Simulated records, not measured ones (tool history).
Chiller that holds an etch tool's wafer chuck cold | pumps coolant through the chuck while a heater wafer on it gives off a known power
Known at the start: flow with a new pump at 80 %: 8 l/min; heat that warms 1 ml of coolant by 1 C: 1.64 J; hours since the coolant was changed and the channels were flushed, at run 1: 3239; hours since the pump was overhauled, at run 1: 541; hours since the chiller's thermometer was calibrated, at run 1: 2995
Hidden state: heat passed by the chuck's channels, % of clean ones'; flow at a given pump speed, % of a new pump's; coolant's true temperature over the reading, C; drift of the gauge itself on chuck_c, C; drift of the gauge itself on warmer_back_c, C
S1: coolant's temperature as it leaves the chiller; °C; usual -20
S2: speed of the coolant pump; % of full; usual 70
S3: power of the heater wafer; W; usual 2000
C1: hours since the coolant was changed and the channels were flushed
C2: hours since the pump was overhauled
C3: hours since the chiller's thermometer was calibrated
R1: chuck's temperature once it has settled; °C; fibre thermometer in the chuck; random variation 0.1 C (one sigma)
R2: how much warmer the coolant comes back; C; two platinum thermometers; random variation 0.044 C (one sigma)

{"run": 1, "day": 0.0, "S1": -20, "S2": 70, "S3": 2000, "C1": 3239, "C2": 541, "C3": 2995, "R1": 7.5, "R2": 10.66}
{"run": 2, "day": 4.225, "S1": -20, "S2": 70, "S3": 2000, "C1": 3340, "C2": 643, "C3": 3096, "R1": 7.6, "R2": 10.68}
{"day": 8.146, "done": "chiller's thermometer calibrated"}
{"run": 3, "day": 8.183, "S1": -20, "S2": 70, "S3": 2000, "C1": 3434, "C2": 737, "C3": 1, "R1": 7.3, "R2": 10.67}
{"run": 4, "day": 14.488, "S1": -20, "S2": 70, "S3": 2000, "C1": 3586, "C2": 888, "C3": 152, "R1": 7.3, "R2": 10.6}
{"run": 5, "day": 20.317, "S1": -20, "S2": 70, "S3": 2000, "C1": 3726, "C2": 1028, "C3": 292, "R1": 7.7, "R2": 10.71}
{"run": 6, "day": 25.621, "S1": -20, "S2": 70, "S3": 2000, "C1": 3853, "C2": 1155, "C3": 419, "R1": 7.7, "R2": 10.72}
{"run": 7, "day": 31.292, "S1": -20, "S2": 70, "S3": 2000, "C1": 3989, "C2": 1291, "C3": 555, "R1": 7.6, "R2": 10.8}
{"day": 31.888, "done": "chiller's thermometer calibrated, once more"}
{"run": 8, "day": 36.158, "S1": -20, "S2": 70, "S3": 2000, "C1": 4105, "C2": 1407, "C3": 102, "R1": 8.4, "R2": 10.75}
{"run": 9, "day": 39.975, "S1": -20, "S2": 70, "S3": 1117, "C1": 4196, "C2": 1499, "C3": 194, "R1": -4, "R2": 6.1}
{"run": 10, "day": 45.35, "S1": -20, "S2": 70, "S3": 1117, "C1": 4325, "C2": 1628, "C3": 323, "R1": -3.9, "R2": 6.01}
{"run": 11, "day": 51.667, "S1": -20, "S2": 70, "S3": 1117, "C1": 4477, "C2": 1779, "C3": 475, "R1": -3.8, "R2": 6.09}
{"run": 12, "day": 55.733, "S1": -20, "S2": 70, "S3": 2000, "C1": 4575, "C2": 1877, "C3": 572, "R1": 8.8, "R2": 10.88}
{"run": 13, "day": 61.254, "S1": -20, "S2": 70, "S3": 2000, "C1": 4707, "C2": 2010, "C3": 705, "R1": 8.8, "R2": 10.86}
{"run": 14, "day": 64.317, "S1": -20, "S2": 70, "S3": 2000, "C1": 4781, "C2": 2083, "C3": 778, "R1": 9.1, "R2": 10.91}
{"run": 15, "day": 67.683, "S1": -27, "S2": 70, "S3": 2000, "C1": 4861, "C2": 2164, "C3": 859, "R1": 2, "R2": 10.93}
{"run": 16, "day": 73.979, "S1": -24, "S2": 70, "S3": 2000, "C1": 5012, "C2": 2315, "C3": 1010, "R1": 5, "R2": 11.02}
{"run": 17, "day": 78.092, "S1": -12, "S2": 70, "S3": 2000, "C1": 5111, "C2": 2414, "C3": 1109, "R1": 17, "R2": 10.92}
{"run": 18, "day": 83.95, "S1": -15, "S2": 90, "S3": 1088, "C1": 5252, "C2": 2554, "C3": 1249, "R1": -2, "R2": 4.57}
{"run": 19, "day": 88.55, "S1": -28, "S2": 92, "S3": 2138, "C1": 5362, "C2": 2665, "C3": 1360, "R1": -2.9, "R2": 8.82}
{"run": 20, "day": 93.233, "S1": -11, "S2": 75, "S3": 2138, "C1": 5475, "C2": 2777, "C3": 1472, "R1": 18.8, "R2": 10.87}
{"run": 21, "day": 97.304, "S1": -11, "S2": 70, "S3": 2000, "C1": 5572, "C2": 2875, "C3": 1570, "R1": 18.4, "R2": 11.01}
{"run": 22, "day": 102.917, "S1": -27, "S2": 90, "S3": 2000, "C1": 5707, "C2": 3009, "C3": 1705, "R1": -2.6, "R2": 8.4}
{"run": 23, "day": 108.146, "S1": -27, "S2": 90, "S3": 2000, "C1": 5832, "C2": 3135, "C3": 1830, "R1": -2.6, "R2": 8.48}
{"run": 24, "day": 113.533, "S1": -27, "S2": 90, "S3": 2000, "C1": 5962, "C2": 3264, "C3": 1959, "R1": -2.8, "R2": 8.56}
{"run": 25, "day": 116.271, "S1": -27, "S2": 90, "S3": 2000, "C1": 6028, "C2": 3330, "C3": 2025, "R1": -2.5, "R2": 8.54}
{"run": 26, "day": 122.438, "S1": -27, "S2": 90, "S3": 1650, "C1": 6176, "C2": 3478, "C3": 2173, "R1": -6.8, "R2": 7.01}
{"day": 124.154, "done": "coolant changed, channels flushed"}
{"run": 27, "day": 128.2, "S1": -11, "S2": 70, "S3": 2000, "C1": 97, "C2": 3610, "C3": 2305, "R1": 16.2, "R2": 11.13}
{"run": 28, "day": 133.929, "S1": -20, "S2": 68, "S3": 2260, "C1": 235, "C2": 3748, "C3": 2443, "R1": 11.5, "R2": 13.04}
{"run": 29, "day": 137.217, "S1": -15, "S2": 88, "S3": 2000, "C1": 313, "C2": 3827, "C3": 2522, "R1": 7.8, "R2": 8.76}
{"run": 30, "day": 140.975, "S1": -20, "S2": 70, "S3": 1038, "C1": 404, "C2": 3917, "C3": 2612, "R1": -6.1, "R2": 5.81}
{"run": 31, "day": 147.229, "S1": -21, "S2": 72, "S3": 2000, "C1": 554, "C2": 4067, "C3": 2762, "R1": 5.9, "R2": 10.9}

How the hidden state differs across the entries between the runs, from the last listed run before each to the first after it:
Between runs 2 and 3: chiller's thermometer calibrated (day 8.146)
  heat passed by the chuck's channels, % of clean ones': 92.5 -> 92.3; flow at a given pump speed, % of a new pump's: 98.9 -> 98.8; coolant's true temperature over the reading, C: -0.4 -> -0.65
  measured less the result without the state, R1: +1.5 -> +1.3 °C; R2: +0.12 -> +0.13 C
Between runs 7 and 8: chiller's thermometer calibrated, once more (day 31.888)
  heat passed by the chuck's channels, % of clean ones': 91.3 -> 91; flow at a given pump speed, % of a new pump's: 97.9 -> 97.8; coolant's true temperature over the reading, C: -0.74 -> -0.01
  measured less the result without the state, R1: +1.6 -> +2.4 °C; R2: +0.22 -> +0.24 C
Between runs 26 and 27: coolant changed, channels flushed (day 124.154)
  heat passed by the chuck's channels, % of clean ones': 87 -> 98.8; flow at a given pump speed, % of a new pump's: 94.8 -> 94.6; coolant's true temperature over the reading, C: -0.32 -> -0.34
  measured less the result without the state, R1: +2.5 -> +1.1 °C; R2: +0.37 -> +0.61 C
